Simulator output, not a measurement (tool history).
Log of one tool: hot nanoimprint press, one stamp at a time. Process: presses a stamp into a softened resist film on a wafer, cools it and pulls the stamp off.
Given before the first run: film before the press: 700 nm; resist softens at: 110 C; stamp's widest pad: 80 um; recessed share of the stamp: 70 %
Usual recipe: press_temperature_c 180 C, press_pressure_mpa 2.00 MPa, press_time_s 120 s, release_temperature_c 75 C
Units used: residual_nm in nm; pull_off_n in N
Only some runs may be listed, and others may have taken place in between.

run     day  press_temperature_c  press_pressure_mpa  press_time_s  release_temperature_c  residual_nm  pull_off_n
  1   0.000                  180                2.00           120                     75        406.7         213
  2   2.400                  180                2.00           120                     75        406.0         219
  3   4.462                  180                2.00           120                     75        409.3         219
  4   6.633                  180                2.00           120                     75        405.7         229
  5   8.812                  180                2.00           120                     75        409.3         214
  6  11.746                  180                2.00           120                     75        410.0         218
  7  14.996                  180                2.00           120                     61        411.0         259
     16.325  -- stamp cleaned and given a new release coat
  8  16.621                  180                2.00           120                     61        412.6         255
  9  19.429                  180                2.00           125                     75        403.6         211
 10  20.804                  188                2.72           182                     72        221.8         214
 11  22.933                  180                2.26           120                     68        390.2         222
 12  25.642                  180                2.26           120                     68        389.3         233

What does the tool deliver on the next run?
 13  27.775                  186                2.26            89                     68            ?           ?

For run 13 the tool returned residual_nm 345.3 nm, pull_off_n 234 N.
The same run, on a tool lacking any hidden state, would have yielded residual_nm 341.0 nm, pull_off_n 233 N.

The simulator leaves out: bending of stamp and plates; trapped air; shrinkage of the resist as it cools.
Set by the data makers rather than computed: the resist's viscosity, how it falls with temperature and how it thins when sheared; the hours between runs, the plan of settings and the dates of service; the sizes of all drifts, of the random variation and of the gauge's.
